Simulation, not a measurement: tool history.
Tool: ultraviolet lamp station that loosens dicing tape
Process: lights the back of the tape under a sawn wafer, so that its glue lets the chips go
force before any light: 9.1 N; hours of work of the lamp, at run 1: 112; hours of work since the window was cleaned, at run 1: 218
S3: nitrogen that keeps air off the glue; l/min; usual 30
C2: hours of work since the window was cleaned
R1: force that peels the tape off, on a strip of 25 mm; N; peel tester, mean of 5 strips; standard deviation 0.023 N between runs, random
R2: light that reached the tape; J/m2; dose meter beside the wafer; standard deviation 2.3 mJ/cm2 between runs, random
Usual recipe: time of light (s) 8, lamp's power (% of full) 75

Run 1, hour 0.0: usual settings; hours of work of the lamp 112; C2 218. Result: R1 1.205 N, R2 2080 J/m2.
Run 2, hour 9.3: usual settings but S3 12 l/min; hours of work of the lamp 117; C2 223. Result: R1 2.221 N, R2 2040 J/m2.
Run 3, hour 26.7: usual settings but S3 25 l/min; hours of work of the lamp 125; C2 231. Result: R1 1.394 N, R2 2020 J/m2.
Run 4, hour 44.9: usual settings but lamp's power (% of full) 93, S3 25 l/min; hours of work of the lamp 134; C2 240. Result: R1 0.945 N, R2 2510 J/m2.
Run 5, hour 53.3: usual settings but lamp's power (% of full) 93, S3 25 l/min; hours of work of the lamp 138; C2 244. Result: R1 0.948 N, R2 2530 J/m2.
Run 6, hour 67.0: usual settings but lamp's power (% of full) 93, S3 25 l/min; hours of work of the lamp 145; C2 250. Result: R1 0.981 N, R2 2480 J/m2.
Run 7, hour 81.5: usual settings but lamp's power (% of full) 93, S3 25 l/min; hours of work of the lamp 152; C2 257. Result: R1 0.976 N, R2 2500 J/m2.
Run 8, hour 95.6: usual settings; hours of work of the lamp 159; C2 264. Result: R1 1.263 N, R2 2030 J/m2.
Run 9, hour 104.1: usual settings; hours of work of the lamp 163; C2 268. Result: R1 1.276 N, R2 2010 J/m2.
Run 10, hour 112.3: usual settings but lamp's power (% of full) 85; hours of work of the lamp 167; C2 272. Result: R1 1.026 N, R2 2310 J/m2.
Run 11, hour 119.9: usual settings; hours of work of the lamp 170; C2 276. Result: R1 1.310 N, R2 1990 J/m2.
Run 12, hour 134.5: usual settings; hours of work of the lamp 177; C2 283. Result: R1 1.240 N, R2 2000 J/m2.
Run 13, hour 152.7: usual settings but S3 47 l/min; hours of work of the lamp 186; C2 292. Result: R1 0.964 N, R2 1970 J/m2.
Run 14, hour 163.9: usual settings but time of light (s) 15, S3 44 l/min; hours of work of the lamp 191; C2 297. Result: R1 0.334 N, R2 3760 J/m2.
Run 15, hour 179.9: usual settings but time of light (s) 15, lamp's power (% of full) 73, S3 44 l/min; hours of work of the lamp 199; C2 305. Result: R1 0.343 N, R2 3660 J/m2.
Run 16, hour 190.3: usual settings but time of light (s) 15, lamp's power (% of full) 73, S3 44 l/min; hours of work of the lamp 204; C2 310. Result: R1 0.347 N, R2 3610 J/m2.
Run 17, hour 207.1: usual settings but time of light (s) 4, lamp's power (% of full) 60, S3 12 l/min; hours of work of the lamp 212; C2 318. Result: R1 5.208 N, R2 790 J/m2.
Run 18, hour 215.7: usual settings but time of light (s) 4, lamp's power (% of full) 60, S3 12 l/min; hours of work of the lamp 216; C2 322. Result: R1 5.174 N, R2 760 J/m2.
Run 19, hour 233.4: usual settings but time of light (s) 7, lamp's power (% of full) 92, S3 17 l/min; hours of work of the lamp 225; C2 331. Result: R1 1.633 N, R2 2090 J/m2.
Run 20, hour 247.8: usual settings but time of light (s) 7, lamp's power (% of full) 92, S3 17 l/min; hours of work of the lamp 232; C2 337. Result: R1 1.674 N, R2 2110 J/m2.
Run 21, hour 257.3: usual settings but time of light (s) 10, lamp's power (% of full) 67, S3 16 l/min; hours of work of the lamp 236; C2 342. Result: R1 1.691 N, R2 2170 J/m2.
Run 22, hour 274.4: usual settings but time of light (s) 10, lamp's power (% of full) 67, S3 16 l/min; hours of work of the lamp 245; C2 350. Result: R1 1.672 N, R2 2180 J/m2.
Run 23, hour 286.2: usual settings but time of light (s) 10, lamp's power (% of full) 90, S3 27 l/min; hours of work of the lamp 250; C2 356. Result: R1 0.667 N, R2 2960 J/m2.

Below, some changes in R1 between adjacent runs. For each, the amount present without the hidden state too (settings, incoming material, random variation) and the amount remaining for the hidden state with gauge scatter not shared by both compared results:
Hidden state at play: lamp's light, % of a new lamp's; light that the window lets through, % of a clean one's; drift of the gauge itself on peel_n, %; drift of the gauge itself on dose_mj_cm2, %.
Run 16 -> 17: time of light (s) 15 -> 4, lamp's power (% of full) 73 -> 60, S3 44 -> 12. R1 +4.861 N: hidden state +0.238, all else +4.623.
Run 18 -> 19: time of light (s) 4 -> 7, lamp's power (% of full) 60 -> 92, S3 12 -> 17. R1 -3.541 N: hidden state -0.042, all else -3.499.
Run 22 -> 23: lamp's power (% of full) 67 -> 90, S3 16 -> 27. R1 -1.005 N: hidden state -0.134, all else -0.871.
